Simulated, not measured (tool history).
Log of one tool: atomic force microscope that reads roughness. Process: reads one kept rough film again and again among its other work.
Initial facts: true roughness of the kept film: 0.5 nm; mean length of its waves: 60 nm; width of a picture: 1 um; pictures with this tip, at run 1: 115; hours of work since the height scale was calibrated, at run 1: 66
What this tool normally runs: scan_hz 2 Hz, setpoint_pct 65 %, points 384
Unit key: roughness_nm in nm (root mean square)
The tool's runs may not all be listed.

| run | hour | scan_hz | setpoint_pct | points | pictures with this tip | hours of work since the height scale was calibrated | roughness_nm |
|---|---|---|---|---|---|---|---|
| 1 | 0 | 2 | 65 | 384 | 115 | 66 | 0.47 |
| 2 | 44.5 | 2 | 65 | 384 | 169 | 98 | 0.468 |
| 3 | 96.2 | 2.58 | 65 | 384 | 233 | 135 | 0.46 |
|  | 117.3 | new tip fitted |
| 4 | 133.3 | 2.58 | 65 | 384 | 19 | 160 | 0.464 |
| 5 | 196.5 | 2.58 | 65 | 384 | 97 | 205 | 0.465 |
| 6 | 281.8 | 2.58 | 65 | 384 | 201 | 265 | 0.459 |
|  | 327.2 | new tip fitted |
| 7 | 327.2 | 2.58 | 84 | 384 | 0 | 297 | 0.411 |
| 8 | 379.7 | 2 | 65 | 384 | 64 | 334 | 0.469 |
| 9 | 415.3 | 2 | 65 | 751 | 108 | 360 | 0.47 |
| 10 | 466.2 | 2 | 65 | 384 | 170 | 396 | 0.469 |
| 11 | 521.9 | 2 | 85 | 384 | 238 | 435 | 0.419 |
|  | 541.8 | new tip fitted |
| 12 | 585.9 | 2 | 85 | 384 | 54 | 480 | 0.426 |
| 13 | 647 | 2 | 65 | 384 | 128 | 523 | 0.467 |
| 14 | 694.5 | 2 | 65 | 384 | 186 | 557 | 0.466 |
|  | 753.5 | new tip fitted |
| 15 | 771.2 | 2 | 65 | 384 | 22 | 611 | 0.468 |
|  | 776.8 | height scale calibrated on a step standard |
| 16 | 816.2 | 2 | 65 | 384 | 75 | 28 | 0.468 |
| 17 | 894.8 | 1.23 | 65 | 384 | 172 | 83 | 0.474 |
| 18 | 942.5 | 2 | 65 | 257 | 230 | 117 | 0.463 |
|  | 967.5 | new tip fitted |
|  | 999.7 | height scale calibrated on a step standard, once more |
| 19 | 1029.4 | 0.59 | 65 | 384 | 74 | 21 | 0.488 |
| 20 | 1090.5 | 2 | 65 | 275 | 149 | 64 | 0.467 |
| 21 | 1127.2 | 2 | 65 | 275 | 194 | 90 | 0.466 |
|  | 1179.5 | new tip fitted |
| 22 | 1179.5 | 2 | 70 | 384 | 0 | 127 | 0.464 |
| 23 | 1235.2 | 2 | 70 | 384 | 68 | 166 | 0.461 |
| 24 | 1319.8 | 2 | 65 | 518 | 172 | 226 | 0.468 |
| 25 | 1380 | 1.84 | 65 | 518 | 245 | 269 | 0.469 |
|  | 1394.3 | new tip fitted |
| 26 | 1456.2 | 2 | 65 | 384 | 76 | 322 | 0.469 |
| 27 | 1521 | 2 | 65 | 384 | 155 | 368 | 0.465 |
| 28 | 1590.6 | 3.91 | 76 | 384 | 240 | 417 | 0.407 |
|  | 1609 | new tip fitted |
| 29 | 1633.5 | 3.03 | 76 | 664 | 30 | 447 | 0.428 |
| 30 | 1693.1 | 2 | 65 | 418 | 103 | 489 | 0.465 |
| 31 | 1767 | 0.54 | 85 | 341 | 193 | 542 | 0.472 |
|  | 1820.2 | new tip fitted |
| 32 | 1835.7 | 0.54 | 85 | 341 | 19 | 590 | 0.474 |
| 33 | 1885.1 | 2 | 65 | 806 | 79 | 625 | 0.473 |
| 34 | 1968.8 | 0.65 | 81 | 806 | 182 | 684 | 0.47 |
| 35 | 2006.2 | 0.65 | 81 | 806 | 227 | 711 | 0.472 |
|  | 2030.7 | new tip fitted |
| 36 | 2062 | 2.01 | 89 | 384 | 38 | 750 | 0.411 |
| 37 | 2110 | 2.01 | 89 | 384 | 97 | 784 | 0.41 |
| 38 | 2168.2 | 2.51 | 80 | 256 | 168 | 825 | 0.424 |
| 39 | 2217.8 | 2.51 | 80 | 256 | 229 | 860 | 0.419 |
|  | 2242.9 | new tip fitted |
| 40 | 2294.4 | 2.51 | 80 | 256 | 63 | 914 | 0.423 |
| 41 | 2341 | 2.51 | 80 | 256 | 120 | 947 | 0.423 |
| 42 | 2385 | 2.7 | 65 | 892 | 173 | 978 | 0.461 |
| 43 | 2421.4 | 2.7 | 65 | 892 | 218 | 1003 | 0.453 |
|  | 2458.4 | new tip fitted |
| 44 | 2461.6 | 2.7 | 65 | 892 | 3 | 1032 | 0.46 |
| 45 | 2540 | 0.76 | 85 | 922 | 99 | 1087 | 0.465 |
| 46 | 2602 | 0.76 | 85 | 922 | 175 | 1131 | 0.463 |
| 47 | 2656.5 | 0.76 | 81 | 503 | 242 | 1169 | 0.468 |
|  | 2668.9 | new tip fitted |
| 48 | 2716 | 0.76 | 85 | 867 | 58 | 1211 | 0.468 |
| 49 | 2798.8 | 1.26 | 65 | 395 | 159 | 1270 | 0.476 |
|  | 2879 | new tip fitted |
| 50 | 2880.7 | 2 | 65 | 294 | 2 | 1327 | 0.465 |
| 51 | 2926.6 | 2.87 | 65 | 261 | 58 | 1360 | 0.453 |
| 52 | 2990.9 | 2.87 | 65 | 261 | 137 | 1405 | 0.451 |
| 53 | 3069.5 | 3.46 | 74 | 576 | 233 | 1461 | 0.421 |

What if the next run were any one of these 3? Each begins from the tool's condition after run 53:
|  | 3090.4 | new tip fitted |
| A | 3125.2 | 1.05 | 65 | 384 | 42 | 1500 | ? |
|  | 3090.4 | new tip fitted |
| B | 3125.2 | 2.09 | 69 | 798 | 42 | 1500 | ? |
|  | 3090.4 | new tip fitted |
| C | 3125.2 | 0.81 | 65 | 378 | 42 | 1500 | ? |

| run | roughness_nm |
|---|---|
| A | 0.478 |
| B | 0.458 |
| C | 0.48 |
Take away the tool's hidden state, keep each run's random variation, and the runs would have read:
| run | roughness_nm |
|---|---|
| A | 0.482 |
| B | 0.462 |
| C | 0.484 |

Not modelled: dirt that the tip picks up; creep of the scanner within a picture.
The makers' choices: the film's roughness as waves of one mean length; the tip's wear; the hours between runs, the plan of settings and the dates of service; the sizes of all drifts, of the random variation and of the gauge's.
